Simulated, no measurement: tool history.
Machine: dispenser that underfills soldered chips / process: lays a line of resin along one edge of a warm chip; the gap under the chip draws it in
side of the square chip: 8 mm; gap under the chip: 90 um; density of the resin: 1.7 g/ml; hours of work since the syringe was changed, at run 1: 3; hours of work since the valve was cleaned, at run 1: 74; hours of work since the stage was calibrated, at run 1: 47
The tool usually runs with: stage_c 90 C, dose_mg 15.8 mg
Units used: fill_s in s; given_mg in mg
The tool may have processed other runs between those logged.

run	hour	stage_c	dose_mg	hours of work since the syringe was changed	hours of work since the valve was cleaned	hours of work since the stage was calibrated	fill_s	given_mg
1	0	90	15.8	3	74	47	63	14.71
2	4.6	90	14.2	6	77	50	78.6	13.15
3	8.3	92	14.2	8	79	52	89.1	13.09
4	13.9	92	14.2	11	83	56	115.1	13.08
# hour 15.3: new syringe of resin
5	18.8	90	14.5	2	86	58	65.1	13.31
6	22.3	90	17	4	88	61	73.3	15.69
7	25.1	90	17	6	90	62	82.6	15.65
8	31.4	90	14.5	10	94	66	113.9	13.27
# hour 34.4: new syringe of resin
9	35.7	93	13.7	1	96	69	53.5	12.51
10	41.4	93	13.7	4	100	72	70.1	12.54
11	44.2	96	13.7	6	102	74	71.5	12.44

Here are 5 independent what-if runs from the current tool condition. What would each one return?
A	48.8	105	15.7	9	104	77	?	?
B	48.8	93	14.5	9	104	77	?	?
C	48.8	77	18.9	9	104	77	?	?
D	48.8	99	15.1	9	104	77	?	?
E	48.8	80	15.8	9	104	77	?	?

run	fill_s	given_mg
A	67	14.32
B	93.8	13.22
C	143.8	17.28
D	79.2	13.64
E	133.7	14.32
Without the tool's unlogged condition, the same runs would have read:
run	fill_s	given_mg
A	34	15.77
B	47.6	14.56
C	74	19.03
D	40.3	15.03
E	68.2	15.77
